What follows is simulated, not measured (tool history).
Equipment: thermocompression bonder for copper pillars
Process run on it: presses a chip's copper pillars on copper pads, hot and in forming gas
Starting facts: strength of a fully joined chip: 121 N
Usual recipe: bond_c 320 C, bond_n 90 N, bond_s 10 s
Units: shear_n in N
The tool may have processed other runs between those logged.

run     day  bond_c  bond_n  bond_s  shear_n
  1   0.000     320      90      10     59.7
  2   1.254     320      90      10     59.3
  3   2.096     320      90      10     60.0
      2.483  -- heater calibrated with a thermocouple chip
  4   3.829     320      57      10     43.1
  5   4.838     320      90      10     55.3
  6   6.246     320      90      10     55.0
  7   7.004     320      90      10     54.6
  8   8.600     320      90      10     54.8
      9.625  -- heater calibrated with a thermocouple chip, once more
  9   9.742     343     129      16     96.0
 10  11.250     331      56      16     63.5
 11  12.367     320     120      10     70.8
     13.112  -- forming gas filter changed
 12  13.192     334      56      10     60.8
 13  14.925     341      56       7     58.2
 14  15.650     313      90      10     61.2

Alternative continuations, all from the tool just after run 14; predict every row:
  A  16.825     291      54      23        ?
  B  16.825     321      90      10        ?
  C  16.825     340      90      11        ?

run  shear_n
  A     48.0
  B     64.2
  C     82.4
Without the tool's hidden state the same runs would have given:
run  shear_n
  A     52.3
  B     68.9
  C     87.3
